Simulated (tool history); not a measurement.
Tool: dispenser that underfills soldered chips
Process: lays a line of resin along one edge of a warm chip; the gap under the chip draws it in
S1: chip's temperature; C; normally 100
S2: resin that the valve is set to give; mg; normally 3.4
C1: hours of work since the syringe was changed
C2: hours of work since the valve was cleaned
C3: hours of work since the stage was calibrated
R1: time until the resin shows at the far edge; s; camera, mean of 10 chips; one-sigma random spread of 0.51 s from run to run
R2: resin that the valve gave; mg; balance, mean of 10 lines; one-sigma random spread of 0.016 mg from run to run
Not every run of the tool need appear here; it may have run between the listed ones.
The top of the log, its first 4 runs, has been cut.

run    day   S1    S2  C1   C2   C3    R1    R2
     0.808  -- new syringe of resin
  5  0.871  100  3.93   1   75   84  44.3  3.79
  6  1.117   96   3.4   6   80   88  58.8  3.32
     1.342  -- new syringe of resin
  7    1.4  100   3.4   1   85   93  44.7   3.3
  8  1.521  100   3.4   3   87   95  47.9   3.3
  9  1.771  100   3.4   8   91  100  58.8   3.3
     1.875  -- new syringe of resin
 10  1.946  100   3.4   1   94  103  43.6  3.28
 11  2.171  100   3.4   5   98  107  52.1  3.27
 12  2.371  115   3.4   9  102  110  39.6  3.27
     2.396  -- new syringe of resin
 13  2.558  100  3.76   3  105  113  46.2  3.61
 14   2.75  100  3.76   6  108  117  52.7  3.61
     2.833  -- dispensing valve cleaned and set on the balance
     2.958  -- new syringe of resin
 15  3.029   90   3.4   1    3  121  61.1  3.41
 16  3.138  100   3.4   3    5  123  48.4  3.43
 17    3.4  100   3.4   8   10  127  59.1  3.42
     3.492  -- new syringe of resin
 18  3.633  100   3.4   3   14  131  46.4   3.4
 19  3.792  101  3.03   5   17  134  51.1  3.01

Expected results for the next run?
     4.025  -- new syringe of resin
 20  4.042  98  3.18   0  21  138   ?   ?

{"run 20": {"R1": 44.8, "R2": 3.17}}
Minus the tool's unlogged condition, the same run would have read R1 43.5 s, R2 3.17 mg.
